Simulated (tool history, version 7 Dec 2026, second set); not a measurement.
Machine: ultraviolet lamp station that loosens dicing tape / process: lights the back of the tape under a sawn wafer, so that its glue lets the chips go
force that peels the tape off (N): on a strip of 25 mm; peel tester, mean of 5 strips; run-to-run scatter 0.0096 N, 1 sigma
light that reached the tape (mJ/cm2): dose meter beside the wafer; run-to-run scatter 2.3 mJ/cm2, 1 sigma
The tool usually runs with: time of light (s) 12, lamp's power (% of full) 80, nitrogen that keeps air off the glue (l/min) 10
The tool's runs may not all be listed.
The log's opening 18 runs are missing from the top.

| run | hour | time of light (s) | lamp's power (% of full) | nitrogen that keeps air off the glue (l/min) | hours of work of the lamp | hours of work since the window was cleaned | force that peels the tape off (N) | light that reached the tape (mJ/cm2) |
|---|---|---|---|---|---|---|---|---|
| 19 | 129.1 | 12 | 80 | 19 | 156 | 134 | 0.281 | 230 |
| 20 | 138.1 | 12 | 80 | 10 | 161 | 140 | 0.432 | 231 |
| 21 | 144.4 | 9 | 81 | 16 | 165 | 144 | 0.548 | 175 |
| 22 | 151.5 | 19 | 97 | 7 | 170 | 148 | 0.101 | 444 |
| 23 | 160.8 | 19 | 97 | 7 | 175 | 154 | 0.11 | 450 |
| 24 | 166.6 | 19 | 97 | 7 | 179 | 158 | 0.112 | 441 |
| 25 | 171.9 | 12 | 90 | 9 | 182 | 161 | 0.341 | 260 |
| 26 | 178.3 | 19 | 80 | 10 | 186 | 165 | 0.145 | 368 |
| 27 | 185 | 19 | 80 | 10 | 190 | 169 | 0.13 | 365 |
| 28 | 193.3 | 12 | 92 | 10 | 196 | 174 | 0.299 | 267 |
| 29 | 203 | 12 | 92 | 10 | 202 | 180 | 0.292 | 266 |
| 30 | 211.7 | 12 | 62 | 13 | 207 | 186 | 0.597 | 182 |
| 31 | 220.6 | 12 | 62 | 3 | 212 | 191 | 1.384 | 178 |
| 32 | 226.9 | 12 | 62 | 3 | 216 | 195 | 1.369 | 178 |
| 33 | 233 | 12 | 62 | 3 | 220 | 199 | 1.373 | 184 |
| 34 | 238.4 | 12 | 94 | 11 | 224 | 202 | 0.269 | 271 |
| 35 | 246.4 | 10 | 99 | 14 | 228 | 207 | 0.307 | 236 |
| 36 | 256.6 | 13 | 97 | 9 | 235 | 213 | 0.226 | 301 |
| 37 | 263.2 | 13 | 97 | 19 | 239 | 218 | 0.12 | 306 |
| 38 | 268.7 | 13 | 97 | 10 | 242 | 221 | 0.22 | 304 |
| 39 | 275.9 | 23 | 94 | 10 | 247 | 225 | 0.068 | 518 |
| 40 | 285 | 8 | 80 | 8 | 252 | 231 | 0.99 | 153 |

4 ways to go on from here, each from the tool as it stands after run 40. What would each give?
| A | 291.4 | 17 | 80 | 17 | 256 | 235 | ? | ? |
| B | 291.4 | 19 | 87 | 10 | 256 | 235 | ? | ? |
| C | 291.4 | 8 | 68 | 7 | 256 | 235 | ? | ? |
| D | 291.4 | 8 | 61 | 8 | 256 | 235 | ? | ? |

| run | force that peels the tape off (N) | light that reached the tape (mJ/cm2) |
|---|---|---|
| A | 0.112 | 329 |
| B | 0.102 | 401 |
| C | 1.424 | 130 |
| D | 1.493 | 117 |
Without the tool's hidden state the same runs would have given:
| run | force that peels the tape off (N) | light that reached the tape (mJ/cm2) |
|---|---|---|
| A | 0.112 | 329 |
| B | 0.102 | 401 |
| C | 1.423 | 130 |
| D | 1.491 | 117 |
